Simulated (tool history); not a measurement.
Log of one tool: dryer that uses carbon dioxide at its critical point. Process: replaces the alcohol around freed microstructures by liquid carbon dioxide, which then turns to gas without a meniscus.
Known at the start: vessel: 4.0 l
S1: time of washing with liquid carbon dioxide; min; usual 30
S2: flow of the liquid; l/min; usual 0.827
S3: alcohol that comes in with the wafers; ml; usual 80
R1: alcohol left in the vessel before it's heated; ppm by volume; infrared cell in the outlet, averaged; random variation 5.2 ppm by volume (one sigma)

run   hour  S1     S2  S3   R1
  1    0.0  30  0.827  80  223
  2   23.8  30  0.827  80  221
  3   55.2  30  0.827  80  239
  4   90.7  37  0.827  80  146
  5  134.4  30  1.223  80  123
  6  177.7  30  1.223  80  143
  7  200.0  30  0.568  23  293
  8  236.0  21  0.568  23  629

Run 9 comes next. What will it give?
  9  273.7  37  0.603  80   ?

{"run 9": {"R1": 343}}
Without the tool's hidden state the same run would have given R1 158 ppm by volume.

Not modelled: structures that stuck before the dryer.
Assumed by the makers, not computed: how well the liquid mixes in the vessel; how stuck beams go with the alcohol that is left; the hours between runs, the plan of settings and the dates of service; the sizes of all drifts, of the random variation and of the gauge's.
